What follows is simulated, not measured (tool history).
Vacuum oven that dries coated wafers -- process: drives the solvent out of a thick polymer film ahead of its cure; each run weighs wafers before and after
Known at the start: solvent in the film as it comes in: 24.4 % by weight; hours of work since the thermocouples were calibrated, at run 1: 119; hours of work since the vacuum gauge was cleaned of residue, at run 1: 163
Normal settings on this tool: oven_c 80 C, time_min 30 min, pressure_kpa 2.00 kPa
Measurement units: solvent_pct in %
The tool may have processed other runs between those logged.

run,day,oven_c,time_min,pressure_kpa,hours of work since the thermocouples were calibrated,hours of work since the vacuum gauge was cleaned of residue,solvent_pct
1,0.000,80,30,2.00,119,163,4.32
2,0.479,80,30,2.00,125,170,4.29
3,0.912,80,30,2.00,131,176,4.33
4,1.392,80,30,2.00,138,182,4.29
5,1.929,80,30,2.00,145,190,4.36
6,2.450,72,20,2.00,152,197,10.85
7,2.838,72,20,2.00,158,202,11.02
8,3.300,73,52,1.57,164,208,4.00
9,3.525,75,24,1.57,167,211,8.04
10,3.862,80,30,1.71,172,216,4.16

Forecast each of these 4 alternatives for the next run:
A,4.146,68,18,1.71,176,220,?
B,4.146,85,30,2.00,176,220,?
C,4.146,80,30,7.71,176,220,?
D,4.146,68,30,5.24,176,220,?

run,solvent_pct
A,13.27
B,2.45
C,6.74
D,12.00
Had the tool no hidden state, the same runs would have come out as:
run,solvent_pct
A,13.23
B,2.41
C,6.69
D,11.94

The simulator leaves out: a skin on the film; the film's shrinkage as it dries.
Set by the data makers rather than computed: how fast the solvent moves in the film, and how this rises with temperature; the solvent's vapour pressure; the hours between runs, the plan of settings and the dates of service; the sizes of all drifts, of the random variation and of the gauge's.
